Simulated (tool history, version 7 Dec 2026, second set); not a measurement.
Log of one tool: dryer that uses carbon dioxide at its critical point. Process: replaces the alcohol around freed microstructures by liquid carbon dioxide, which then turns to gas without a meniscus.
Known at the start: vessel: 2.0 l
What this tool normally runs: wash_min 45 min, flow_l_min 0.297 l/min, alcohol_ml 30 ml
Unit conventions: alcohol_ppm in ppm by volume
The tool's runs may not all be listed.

Run 1, day 0.000: usual settings. Result: alcohol_ppm 67 ppm by volume.
Run 2, day 0.392: usual settings but alcohol_ml 80 ml. Result: alcohol_ppm 154 ppm by volume.
Run 3, day 0.879: usual settings but wash_min 49 min. Result: alcohol_ppm 36 ppm by volume.
Run 4, day 1.404: usual settings but wash_min 49 min. Result: alcohol_ppm 46 ppm by volume.
Run 5, day 1.712: usual settings but wash_min 49 min. Result: alcohol_ppm 41 ppm by volume.
Run 6, day 2.167: usual settings but wash_min 49 min. Result: alcohol_ppm 33 ppm by volume.
Run 7, day 2.712: usual settings. Result: alcohol_ppm 71 ppm by volume.
Run 8, day 3.262: usual settings. Result: alcohol_ppm 59 ppm by volume.
Run 9, day 3.842: usual settings. Result: alcohol_ppm 74 ppm by volume.
Run 10, day 4.429: usual settings. Result: alcohol_ppm 64 ppm by volume.
Run 11, day 4.767: usual settings. Result: alcohol_ppm 78 ppm by volume.
Run 12, day 5.067: usual settings. Result: alcohol_ppm 73 ppm by volume.
Run 13, day 5.496: usual settings. Result: alcohol_ppm 68 ppm by volume.
Run 14, day 6.071: usual settings. Result: alcohol_ppm 66 ppm by volume.
Run 15, day 6.375: usual settings. Result: alcohol_ppm 74 ppm by volume.
Run 16, day 6.650: usual settings but alcohol_ml 28 ml. Result: alcohol_ppm 69 ppm by volume.
Run 17, day 6.900: usual settings but flow_l_min 0.383 l/min. Result: alcohol_ppm 28 ppm by volume.
Run 18, day 7.354: usual settings but alcohol_ml 104 ml. Result: alcohol_ppm 226 ppm by volume.
Run 19, day 7.808: usual settings but flow_l_min 0.407 l/min. Result: alcohol_ppm 17 ppm by volume.
Run 20, day 8.238: usual settings. Result: alcohol_ppm 78 ppm by volume.
Run 21, day 8.692: usual settings but wash_min 68 min, alcohol_ml 39 ml. Result: alcohol_ppm 19 ppm by volume.
At day 8.971: inlet filter changed.
Run 22, day 9.279: usual settings but wash_min 68 min, alcohol_ml 39 ml. Result: alcohol_ppm 18 ppm by volume.
Run 23, day 9.817: usual settings but wash_min 68 min, alcohol_ml 39 ml. Result: alcohol_ppm 14 ppm by volume.
Run 24, day 10.362: usual settings but wash_min 30 min, alcohol_ml 45 ml. Result: alcohol_ppm 431 ppm by volume.
Run 25, day 10.925: usual settings but wash_min 60 min, flow_l_min 0.230 l/min. Result: alcohol_ppm 50 ppm by volume.
Run 26, day 11.192: usual settings but wash_min 60 min, flow_l_min 0.230 l/min. Result: alcohol_ppm 44 ppm by volume.
Run 27, day 11.608: usual settings but wash_min 60 min, flow_l_min 0.230 l/min. Result: alcohol_ppm 40 ppm by volume.
Run 28, day 11.912: usual settings but wash_min 60 min, flow_l_min 0.230 l/min, alcohol_ml 71 ml. Result: alcohol_ppm 85 ppm by volume.
Run 29, day 12.479: usual settings but wash_min 50 min, flow_l_min 0.241 l/min, alcohol_ml 85 ml. Result: alcohol_ppm 210 ppm by volume.
Run 30, day 13.067: usual settings but wash_min 39 min, flow_l_min 0.187 l/min, alcohol_ml 85 ml. Result: alcohol_ppm 1577 ppm by volume.
Run 31, day 13.650: usual settings but wash_min 49 min. Result: alcohol_ppm 44 ppm by volume.
Run 32, day 14.071: usual settings but wash_min 29 min, flow_l_min 0.388 l/min, alcohol_ml 24 ml. Result: alcohol_ppm 93 ppm by volume.
Run 33, day 14.671: usual settings but wash_min 66 min, flow_l_min 0.301 l/min, alcohol_ml 24 ml. Result: alcohol_ppm 18 ppm by volume.
Run 34, day 15.158: usual settings but wash_min 39 min, flow_l_min 0.274 l/min, alcohol_ml 110 ml. Result: alcohol_ppm 514 ppm by volume.
Run 35, day 15.446: usual settings but wash_min 39 min, flow_l_min 0.274 l/min, alcohol_ml 110 ml. Result: alcohol_ppm 515 ppm by volume.
Run 36, day 15.950: usual settings but wash_min 68 min, flow_l_min 0.376 l/min, alcohol_ml 46 ml. Result: alcohol_ppm 13 ppm by volume.
Run 37, day 16.408: usual settings but wash_min 43 min, alcohol_ml 21 ml. Result: alcohol_ppm 59 ppm by volume.
Run 38, day 16.958: usual settings but wash_min 43 min, alcohol_ml 51 ml. Result: alcohol_ppm 120 ppm by volume.
Run 39, day 17.208: usual settings but wash_min 32 min, flow_l_min 0.392 l/min, alcohol_ml 24 ml. Result: alcohol_ppm 74 ppm by volume.
Run 40, day 17.504: usual settings but wash_min 32 min, flow_l_min 0.445 l/min, alcohol_ml 22 ml. Result: alcohol_ppm 43 ppm by volume.

Consider 5 possible next runs. They are alternatives, not a sequence: every one starts from the tool as it was left by run 40. What does each give?
Run A, day 18.088: usual settings but wash_min 34 min, flow_l_min 0.192 l/min. Result: alcohol_ppm ?.
Run B, day 18.088: usual settings but wash_min 32 min, flow_l_min 0.325 l/min, alcohol_ml 22 ml. Result: alcohol_ppm ?.
Run C, day 18.088: usual settings but wash_min 42 min, flow_l_min 0.235 l/min, alcohol_ml 64 ml. Result: alcohol_ppm ?.
Run D, day 18.088: usual settings but alcohol_ml 49 ml. Result: alcohol_ppm ?.
Run E, day 18.088: usual settings but wash_min 28 min, flow_l_min 0.261 l/min, alcohol_ml 24 ml. Result: alcohol_ppm ?.

run  alcohol_ppm
  A          833
  B          141
  C          436
  D           85
  E          503
Without the tool's hidden state the same runs would have given:
run  alcohol_ppm
  A          740
  B          106
  C          362
  D           55
  E          436
